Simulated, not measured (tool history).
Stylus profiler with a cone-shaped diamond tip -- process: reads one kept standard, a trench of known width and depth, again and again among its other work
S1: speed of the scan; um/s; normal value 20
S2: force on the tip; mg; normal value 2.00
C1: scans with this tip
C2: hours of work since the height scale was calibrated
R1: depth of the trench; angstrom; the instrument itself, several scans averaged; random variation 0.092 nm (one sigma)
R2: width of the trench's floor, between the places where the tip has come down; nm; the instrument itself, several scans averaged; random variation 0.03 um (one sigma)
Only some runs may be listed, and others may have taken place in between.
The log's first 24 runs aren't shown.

-- hour=1704.1 height scale calibrated on a step standard
run 25 hour=1754.9 | S1=20 S2=2.00 | C1=4183 C2=24 | R1=5059.2 R2=45120
run 26 hour=1835.6 | S1=12 S2=1.37 | C1=4741 C2=63 | R1=5043.9 R2=45070
run 27 hour=1881.5 | S1=61 S2=3.59 | C1=5058 C2=85 | R1=5091.9 R2=44920
run 28 hour=1931.0 | S1=5 S2=1.03 | C1=5400 C2=109 | R1=5032.9 R2=45080
-- hour=2011.7 height scale calibrated on a step standard, once more
run 29 hour=2027.1 | S1=5 S2=1.03 | C1=6060 C2=7 | R1=5042.5 R2=45040
run 30 hour=2111.4 | S1=16 S2=2.46 | C1=6643 C2=48 | R1=5075.3 R2=44940
run 31 hour=2192.9 | S1=16 S2=2.46 | C1=7206 C2=87 | R1=5074.5 R2=44940
run 32 hour=2237.1 | S1=17 S2=3.05 | C1=7511 C2=108 | R1=5087.4 R2=44900
run 33 hour=2316.8 | S1=26 S2=0.81 | C1=8062 C2=146 | R1=5033.1 R2=44660
run 34 hour=2369.9 | S1=20 S2=2.60 | C1=8429 C2=172 | R1=5079.5 R2=44780
run 35 hour=2434.8 | S1=17 S2=2.60 | C1=8877 C2=203 | R1=5078.1 R2=44770
run 36 hour=2490.7 | S1=10 S2=5.12 | C1=9264 C2=230 | R1=5121.9 R2=44780
run 37 hour=2586.2 | S1=11 S2=0.73 | C1=9924 C2=276 | R1=5030.6 R2=44650
run 38 hour=2642.1 | S1=11 S2=0.73 | C1=10310 C2=302 | R1=5031.0 R2=44610
run 39 hour=2740.9 | S1=45 S2=1.11 | C1=10993 C2=350 | R1=5041.2 R2=44380
run 40 hour=2793.8 | S1=45 S2=1.11 | C1=11358 C2=375 | R1=5040.4 R2=44340
run 41 hour=2884.4 | S1=8 S2=1.31 | C1=11984 C2=419 | R1=5043.9 R2=44490
run 42 hour=2947.5 | S1=43 S2=1.60 | C1=12420 C2=449 | R1=5053.4 R2=44210
run 43 hour=3030.3 | S1=22 S2=2.53 | C1=12992 C2=489 | R1=5070.6 R2=44400
run 44 hour=3075.6 | S1=5 S2=2.00 | C1=13305 C2=510 | R1=5060.6 R2=44400
run 45 hour=3142.9 | S1=56 S2=2.00 | C1=13770 C2=543 | R1=5060.8 R2=44130
run 46 hour=3220.5 | S1=23 S2=2.00 | C1=14306 C2=580 | R1=5059.8 R2=44260

Alternative continuations, all from the tool just after run 46; predict every row:
run A hour=3316.1 | S1=20 S2=4.74 | C1=14966 C2=626 | R1=? R2=?
run B hour=3316.1 | S1=23 S2=0.68 | C1=14966 C2=626 | R1=? R2=?
run C hour=3316.1 | S1=13 S2=2.00 | C1=14966 C2=626 | R1=? R2=?
run D hour=3316.1 | S1=19 S2=2.00 | C1=14966 C2=626 | R1=? R2=?

run=A R1=5110.5 R2=44260
run=B R1=5023.1 R2=44120
run=C R1=5058.9 R2=44240
run=D R1=5057.6 R2=44250
Without the tool's unlogged condition, the same runs would have read:
run=A R1=5119.0 R2=45590
run=B R1=5031.5 R2=45450
run=C R1=5067.3 R2=45570
run=D R1=5066.1 R2=45580
